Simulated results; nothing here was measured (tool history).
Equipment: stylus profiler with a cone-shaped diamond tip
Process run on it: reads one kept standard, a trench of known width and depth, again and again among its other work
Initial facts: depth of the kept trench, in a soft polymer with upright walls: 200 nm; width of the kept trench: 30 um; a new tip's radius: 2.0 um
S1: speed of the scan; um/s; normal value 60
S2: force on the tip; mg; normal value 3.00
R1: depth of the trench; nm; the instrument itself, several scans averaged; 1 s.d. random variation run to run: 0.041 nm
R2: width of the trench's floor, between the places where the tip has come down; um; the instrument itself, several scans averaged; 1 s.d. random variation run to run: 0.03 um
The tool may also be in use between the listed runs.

run   hour   S1    S2      R1     R2
  1    0.0   60  3.00  202.09  28.04
  2   20.6   60  3.00  202.06  28.02
  3   34.7   60  3.00  202.18  28.05
  4   54.4   60  3.00  202.10  28.03
  5   75.5   60  3.00  202.19  28.10
  6   95.9   60  3.00  202.10  28.08
  7  120.3   60  3.00  202.13  28.06
  8  143.3   21  3.00  202.21  28.22
  9  166.9   60  3.00  202.18  28.05
 10  179.0   60  4.49  202.74  28.06
 11  196.2   60  4.49  202.87  28.07
 12  211.3   60  4.49  202.78  28.10
 13  230.4   60  4.49  202.76  28.01
 14  251.5  158  3.00  202.26  27.84
 15  262.6   60  3.00  202.22  28.07
 16  282.1   39  3.00  202.16  28.11
 17  302.3   35  3.00  202.18  28.11
 18  326.5   60  3.00  202.12  28.03
 19  350.4   60  3.00  202.22  28.05
 20  364.6   60  3.00  202.20  28.05
 21  389.4   60  3.00  202.14  27.96
 22  406.3   60  3.00  202.18  27.97
 23  428.7   60  3.00  202.27  28.02
 24  454.9   24  1.37  201.39  28.06
 25  476.7   17  1.49  201.38  28.13
 26  493.2   17  4.67  202.87  28.14
 27  506.7  128  6.96  203.74  27.96
 28  525.5  127  1.02  201.20  27.66
 29  537.2  127  1.02  201.15  27.64
 30  553.7  127  1.02  201.20  27.57
 31  573.0  166  5.68  203.30  27.89
     574.7  -- height scale calibrated on a step standard
 32  585.1   49  2.86  202.28  28.06
 33  597.1   49  2.86  202.25  28.03
 34  610.2  190  1.31  201.43  27.49
     623.9  -- height scale calibrated on a step standard, once more
 35  637.3  190  1.31  201.22  27.36
 36  657.5  135  1.96  201.55  27.77
 37  676.8   78  1.94  201.47  27.92
 38  698.8   20  7.52  203.79  28.12
 39  714.5   20  7.52  203.79  28.12
 40  738.6   20  4.48  202.73  28.16
 41  760.7   57  1.51  201.22  27.96
 42  783.0   72  1.10  201.12  27.83
 43  805.6   68  6.61  203.50  28.04
 44  830.2   68  6.61  203.51  28.01
 45  856.1   68  6.61  203.53  28.01
 46  868.2   31  1.06  201.12  27.98

Results for each run, recomputed without the tool's hidden state and with each run's random variation untouched:
Hidden state at play: radius of the tip, um; height scale over the true one, %; drift of the gauge itself on depth_nm, %; drift of the gauge itself on floor_um, %.
run      R1     R2
  1  202.00  28.08
  2  201.97  28.06
  3  202.09  28.09
  4  202.00  28.08
  5  202.09  28.15
  6  201.99  28.13
  7  202.01  28.11
  8  202.08  28.27
  9  202.05  28.11
 10  202.61  28.12
 11  202.74  28.13
 12  202.64  28.16
 13  202.62  28.07
 14  202.11  27.90
 15  202.07  28.13
 16  202.00  28.18
 17  202.02  28.18
 18  201.96  28.10
 19  202.05  28.12
 20  202.03  28.13
 21  201.96  28.04
 22  202.00  28.05
 23  202.09  28.11
 24  201.20  28.15
 25  201.19  28.21
 26  202.67  28.23
 27  203.53  28.04
 28  201.00  27.75
 29  200.94  27.73
 30  200.99  27.67
 31  203.08  27.98
 32  201.96  28.15
 33  201.93  28.13
 34  201.11  27.59
 35  201.19  27.46
 36  201.51  27.87
 37  201.43  28.03
 38  203.74  28.23
 39  203.74  28.23
 40  202.67  28.27
 41  201.16  28.07
 42  201.05  27.94
 43  203.43  28.15
 44  203.42  28.13
 45  203.44  28.13
 46  201.03  28.10
